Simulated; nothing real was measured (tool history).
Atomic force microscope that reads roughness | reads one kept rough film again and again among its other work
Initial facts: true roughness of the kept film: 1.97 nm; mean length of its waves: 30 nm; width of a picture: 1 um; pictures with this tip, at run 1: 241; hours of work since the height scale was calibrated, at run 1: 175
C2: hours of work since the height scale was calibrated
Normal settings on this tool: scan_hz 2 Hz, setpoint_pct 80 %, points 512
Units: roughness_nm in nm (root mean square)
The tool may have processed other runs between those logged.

Run 1, day 0: usual settings; pictures with this tip 241; C2 175. Result: roughness_nm 1.547 nm (root mean square).
Run 2, day 0.392: usual settings but setpoint_pct 73 %; pictures with this tip 248; C2 180. Result: roughness_nm 1.587 nm (root mean square).
Run 3, day 1.138: usual settings but setpoint_pct 73 %; pictures with this tip 262; C2 188. Result: roughness_nm 1.582 nm (root mean square).
Run 4, day 1.725: usual settings but setpoint_pct 74 %; pictures with this tip 272; C2 194. Result: roughness_nm 1.563 nm (root mean square).
Run 5, day 2.425: usual settings; pictures with this tip 285; C2 202. Result: roughness_nm 1.491 nm (root mean square).
Run 6, day 2.838: usual settings; pictures with this tip 293; C2 207. Result: roughness_nm 1.511 nm (root mean square).
At day 2.942: height scale calibrated on a step standard.
Run 7, day 3.479: usual settings; pictures with this tip 304; C2 6. Result: roughness_nm 1.498 nm (root mean square).
At day 4.283: height scale calibrated on a step standard, once more.
Run 8, day 4.288: usual settings; pictures with this tip 318; C2 0. Result: roughness_nm 1.502 nm (root mean square).
Run 9, day 4.629: usual settings but scan_hz 1.87 Hz, setpoint_pct 61 %, points 671; pictures with this tip 324; C2 4. Result: roughness_nm 1.6 nm (root mean square).
Run 10, day 5.029: usual settings but scan_hz 1.87 Hz, setpoint_pct 61 %, points 671; pictures with this tip 331; C2 8. Result: roughness_nm 1.611 nm (root mean square).
Run 11, day 5.488: usual settings but scan_hz 1.87 Hz, setpoint_pct 74 %, points 425; pictures with this tip 340; C2 13. Result: roughness_nm 1.528 nm (root mean square).
Run 12, day 5.879: usual settings but scan_hz 1.87 Hz, setpoint_pct 74 %, points 425; pictures with this tip 347; C2 18. Result: roughness_nm 1.523 nm (root mean square).
At day 6.625: new tip fitted.
Run 13, day 6.625: usual settings but scan_hz 2.41 Hz, setpoint_pct 85 %, points 906; pictures with this tip 0; C2 26. Result: roughness_nm 1.6 nm (root mean square).
Run 14, day 7.029: usual settings but scan_hz 1.52 Hz, setpoint_pct 85 %; pictures with this tip 7; C2 30. Result: roughness_nm 1.662 nm (root mean square).
Run 15, day 7.771: usual settings but scan_hz 2.21 Hz, setpoint_pct 76 %, points 862; pictures with this tip 21; C2 38. Result: roughness_nm 1.673 nm (root mean square).

Alternative continuations, all from the tool just after run 15; predict every row:
Run A, day 8.212: usual settings but scan_hz 0.82 Hz, setpoint_pct 76 %, points 921; pictures with this tip 29; C2 43. Result: roughness_nm ?.
Run B, day 8.212: usual settings but scan_hz 3.59 Hz, setpoint_pct 70 %, points 502; pictures with this tip 29; C2 43. Result: roughness_nm ?.
Run C, day 8.212: usual settings but scan_hz 3.54 Hz, setpoint_pct 76 %, points 862; pictures with this tip 29; C2 43. Result: roughness_nm ?.
Run D, day 8.212: usual settings but scan_hz 1.15 Hz, setpoint_pct 76 %, points 862; pictures with this tip 29; C2 43. Result: roughness_nm ?.
Run E, day 8.212: usual settings but setpoint_pct 67 %, points 862; pictures with this tip 29; C2 43. Result: roughness_nm ?.

run  roughness_nm
  A         1.761
  B         1.644
  C         1.595
  D         1.739
  E          1.74
Without the tool's unlogged condition, the same runs would have read:
run  roughness_nm
  A         1.782
  B         1.664
  C         1.614
  D          1.76
  E         1.761
